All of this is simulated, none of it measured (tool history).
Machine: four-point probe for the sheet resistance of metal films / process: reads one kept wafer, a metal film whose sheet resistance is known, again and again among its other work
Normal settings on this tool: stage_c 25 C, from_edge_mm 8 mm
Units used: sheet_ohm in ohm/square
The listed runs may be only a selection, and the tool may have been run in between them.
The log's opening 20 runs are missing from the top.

Run 21, hour 581.8: usual settings but from_edge_mm 5 mm. Result: sheet_ohm 0.160794 ohm/square.
Run 22, hour 615.6: usual settings but from_edge_mm 5 mm. Result: sheet_ohm 0.160751 ohm/square.
Run 23, hour 647.2: usual settings but stage_c 27 C, from_edge_mm 3 mm. Result: sheet_ohm 0.163073 ohm/square.
Run 24, hour 687.8: usual settings but stage_c 27 C, from_edge_mm 3 mm. Result: sheet_ohm 0.163063 ohm/square.
Run 25, hour 722.8: usual settings but stage_c 23 C, from_edge_mm 7 mm. Result: sheet_ohm 0.160189 ohm/square.
Run 26, hour 741.7: usual settings but stage_c 26 C, from_edge_mm 5 mm. Result: sheet_ohm 0.160757 ohm/square.
Run 27, hour 771.7: usual settings but stage_c 34 C, from_edge_mm 39 mm. Result: sheet_ohm 0.159025 ohm/square.
Run 28, hour 805.2: usual settings but stage_c 20 C, from_edge_mm 6 mm. Result: sheet_ohm 0.160639 ohm/square.
Run 29, hour 840: usual settings but stage_c 31 C, from_edge_mm 18 mm. Result: sheet_ohm 0.159207 ohm/square.
Run 30, hour 860.5: usual settings but stage_c 31 C, from_edge_mm 18 mm. Result: sheet_ohm 0.159287 ohm/square.
Run 31, hour 899.2: usual settings but stage_c 31 C, from_edge_mm 18 mm. Result: sheet_ohm 0.159257 ohm/square.
Run 32, hour 936.4: usual settings but stage_c 21 C, from_edge_mm 38 mm. Result: sheet_ohm 0.159638 ohm/square.
Run 33, hour 954.4: usual settings but stage_c 32 C. Result: sheet_ohm 0.159653 ohm/square.
Run 34, hour 971.7: usual settings but stage_c 20 C, from_edge_mm 11 mm. Result: sheet_ohm 0.159886 ohm/square.
Run 35, hour 1008: usual settings but stage_c 32 C, from_edge_mm 19 mm. Result: sheet_ohm 0.159193 ohm/square.
Run 36, hour 1043.2: usual settings but stage_c 24 C, from_edge_mm 35 mm. Result: sheet_ohm 0.15948 ohm/square.
Run 37, hour 1075.2: usual settings but stage_c 21 C, from_edge_mm 29 mm. Result: sheet_ohm 0.159674 ohm/square.

Run 38 comes next. What will it give?
Run 38, hour 1115.8: usual settings but stage_c 28 C, from_edge_mm 18 mm. Result: sheet_ohm ?.

For run 38 the tool returned sheet_ohm 0.159375 ohm/square.
With no hidden state in the tool, this same run would have given sheet_ohm 0.159369 ohm/square.
